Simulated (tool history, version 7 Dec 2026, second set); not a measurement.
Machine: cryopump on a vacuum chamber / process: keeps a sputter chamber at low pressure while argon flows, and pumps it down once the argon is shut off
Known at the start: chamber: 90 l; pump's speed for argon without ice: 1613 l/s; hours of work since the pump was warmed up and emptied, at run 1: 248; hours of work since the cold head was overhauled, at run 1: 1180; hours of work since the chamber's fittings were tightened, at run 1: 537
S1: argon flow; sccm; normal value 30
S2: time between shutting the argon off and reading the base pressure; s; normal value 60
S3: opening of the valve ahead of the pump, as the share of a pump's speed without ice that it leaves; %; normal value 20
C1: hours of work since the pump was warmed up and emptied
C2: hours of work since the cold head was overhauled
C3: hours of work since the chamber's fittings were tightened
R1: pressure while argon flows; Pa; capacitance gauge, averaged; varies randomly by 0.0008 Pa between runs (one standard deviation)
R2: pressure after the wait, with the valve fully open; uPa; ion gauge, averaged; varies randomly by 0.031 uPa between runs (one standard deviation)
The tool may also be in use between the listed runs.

run 1 hour=0 | S1=30 S2=60 S3=20 | C1=248 C2=1180 C3=537 | R1=0.1618 R2=2.36
run 2 hour=27.3 | S1=30 S2=60 S3=20 | C1=270 C2=1203 C3=559 | R1=0.1593 R2=2.4
run 3 hour=58.8 | S1=17 S2=60 S3=20 | C1=296 C2=1228 C3=584 | R1=0.0918 R2=2.41
run 4 hour=100.9 | S1=17 S2=60 S3=56 | C1=330 C2=1262 C3=618 | R1=0.0341 R2=2.5
run 5 hour=132.4 | S1=30 S2=60 S3=20 | C1=355 C2=1288 C3=644 | R1=0.1618 R2=2.6
run 6 hour=161.7 | S1=30 S2=60 S3=20 | C1=379 C2=1311 C3=668 | R1=0.1617 R2=2.55
run 7 hour=196.8 | S1=30 S2=60 S3=20 | C1=407 C2=1340 C3=696 | R1=0.162 R2=2.63
run 8 hour=225.4 | S1=30 S2=60 S3=20 | C1=431 C2=1363 C3=719 | R1=0.1614 R2=2.68
run 9 hour=260.9 | S1=30 S2=60 S3=20 | C1=459 C2=1392 C3=748 | R1=0.1632 R2=2.72
run 10 hour=302.5 | S1=16 S2=60 S3=20 | C1=493 C2=1425 C3=782 | R1=0.0869 R2=2.75
run 11 hour=329.8 | S1=16 S2=60 S3=20 | C1=515 C2=1448 C3=804 | R1=0.0874 R2=2.9
run 12 hour=357.7 | S1=16 S2=60 S3=20 | C1=538 C2=1470 C3=826 | R1=0.0885 R2=2.79
run 13 hour=387.3 | S1=16 S2=60 S3=20 | C1=562 C2=1494 C3=850 | R1=0.0861 R2=2.95
run 14 hour=434.4 | S1=16 S2=60 S3=20 | C1=600 C2=1532 C3=888 | R1=0.0884 R2=2.99
run 15 hour=472.6 | S1=16 S2=60 S3=45 | C1=631 C2=1563 C3=919 | R1=0.0418 R2=3.11
run 16 hour=516.7 | S1=18 S2=58 S3=35 | C1=667 C2=1599 C3=955 | R1=0.0597 R2=3.24
run 17 hour=541.5 | S1=18 S2=58 S3=35 | C1=687 C2=1619 C3=975 | R1=0.058 R2=3.29
run 18 hour=583.5 | S1=18 S2=58 S3=35 | C1=721 C2=1653 C3=1009 | R1=0.0594 R2=3.45
run 19 hour=627 | S1=18 S2=26 S3=35 | C1=756 C2=1688 C3=1044 | R1=0.0594 R2=5.11
run 20 hour=660.1 | S1=18 S2=26 S3=35 | C1=783 C2=1715 C3=1071 | R1=0.0604 R2=5.22

What does the tool deliver on the next run?
run 21 hour=698.1 | S1=18 S2=26 S3=35 | C1=813 C2=1746 C3=1102 | R1=? R2=?

{"run 21": {"R1": 0.0609, "R2": 5.29}}
Without the tool's hidden state the same run would have given R1 0.0544 Pa, R2 3.35 uPa.

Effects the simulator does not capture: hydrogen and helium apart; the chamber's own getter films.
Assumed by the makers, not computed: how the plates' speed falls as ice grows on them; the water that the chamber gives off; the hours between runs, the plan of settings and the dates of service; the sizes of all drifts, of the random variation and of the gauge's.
